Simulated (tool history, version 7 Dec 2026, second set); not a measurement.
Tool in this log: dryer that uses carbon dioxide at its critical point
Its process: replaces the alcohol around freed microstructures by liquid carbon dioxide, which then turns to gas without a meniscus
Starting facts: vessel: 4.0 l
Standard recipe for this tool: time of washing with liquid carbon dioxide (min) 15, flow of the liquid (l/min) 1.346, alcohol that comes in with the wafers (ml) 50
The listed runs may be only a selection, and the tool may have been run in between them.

| run | hour | time of washing with liquid carbon dioxide (min) | flow of the liquid (l/min) | alcohol that comes in with the wafers (ml) | alcohol left in the vessel before it's heated (ppm by volume) |
|---|---|---|---|---|---|
| 1 | 0 | 15 | 1.346 | 50 | 460 |
|  | 24.3 | inlet filter changed |
| 2 | 41.7 | 15 | 1.346 | 33 | 233 |
| 3 | 59.1 | 15 | 1.346 | 33 | 236 |
| 4 | 88.1 | 15 | 1.346 | 50 | 313 |
| 5 | 121.1 | 15 | 1.346 | 50 | 319 |
| 6 | 149.9 | 15 | 1.346 | 50 | 325 |
| 7 | 189.3 | 15 | 1.346 | 28 | 238 |
| 8 | 222.9 | 15 | 1.346 | 28 | 240 |
| 9 | 259.3 | 15 | 1 | 50 | 818 |
| 10 | 299 | 15 | 1.346 | 37 | 301 |
| 11 | 332.5 | 19 | 1.65 | 31 | 135 |
| 12 | 358.6 | 19 | 1.65 | 31 | 139 |
| 13 | 385.5 | 19 | 1.65 | 31 | 135 |
| 14 | 403.1 | 16 | 1.346 | 86 | 473 |
| 15 | 433.2 | 22 | 1.34 | 33 | 164 |
| 16 | 468.9 | 22 | 1.34 | 33 | 160 |
| 17 | 496 | 22 | 1.02 | 93 | 494 |
| 18 | 515.4 | 22 | 1.02 | 93 | 514 |
| 19 | 546.5 | 13 | 1.4 | 67 | 678 |

A few steps of alcohol left in the vessel before it's heated (ppm by volume) between consecutive runs. Split each: what settings, incoming material and random variation would produce without the hidden state, and what is left over for the hidden state, along with gauge scatter present in only one of the two compared results (measured, and without hidden state):
Hidden conditions of the tool in this case: flow that reaches the vessel past the clogged filter, %; alcohol in the recycled carbon dioxide, ppm; drift of the gauge itself on alcohol_ppm, %.
Run 1 -> 2: alcohol that comes in with the wafers (ml) 50 -> 33, inlet filter changed. alcohol left in the vessel before it's heated (ppm by volume) -227: hidden state -155, all else -72.
Run 8 -> 9: flow of the liquid (l/min) 1.346 -> 1, alcohol that comes in with the wafers (ml) 28 -> 50. alcohol left in the vessel before it's heated (ppm by volume) +578: hidden state +69, all else +509.
